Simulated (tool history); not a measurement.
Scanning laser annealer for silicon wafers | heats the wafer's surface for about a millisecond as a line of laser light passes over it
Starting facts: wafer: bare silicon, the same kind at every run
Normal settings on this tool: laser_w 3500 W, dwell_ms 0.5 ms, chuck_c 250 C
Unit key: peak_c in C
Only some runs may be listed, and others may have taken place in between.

run	day	laser_w	dwell_ms	chuck_c	peak_c
1	0	3500	0.5	250	1047
2	0.625	3500	0.5	250	1045
3	1.508	3500	0.5	250	1048
4	2.017	3500	0.5	255	1051
5	2.408	3102	0.5	250	933
6	2.988	3102	0.5	250	932
7	3.667	3102	0.5	278	961
8	4.596	3795	0.5	250	1126
9	5.417	3500	0.402	250	953
10	6.05	3500	0.402	250	955
11	6.95	3500	0.5	250	1044
12	7.567	3500	0.5	225	1016
13	8.179	3500	0.5	225	1018
14	9.1	3053	0.42	242	846
15	9.992	3550	0.5	250	1056
# day 10.167: laser's power meter calibrated
16	10.967	3298	0.564	243	1024
17	11.892	3572	0.546	284	1134
18	12.446	3253	0.5	252	970
# day 13.171: laser's power meter calibrated, once more
19	13.396	3457	0.5	250	1025
20	13.775	3801	0.595	245	1196
21	14.654	3329	0.49	234	963
22	15.425	3329	0.49	234	963
23	16.133	3088	0.541	211	909

Alternative continuations, all from the tool just after run 23; predict every row:
A	17.021	3389	0.541	285	?
B	17.021	3644	0.537	250	?
C	17.021	3513	0.541	211	?
D	17.021	3456	0.541	211	?

run	peak_c
A	1067
B	1102
C	1029
D	1012
What these runs would have given with no unlogged condition in the tool:
run	peak_c
A	1090
B	1128
C	1054
D	1037
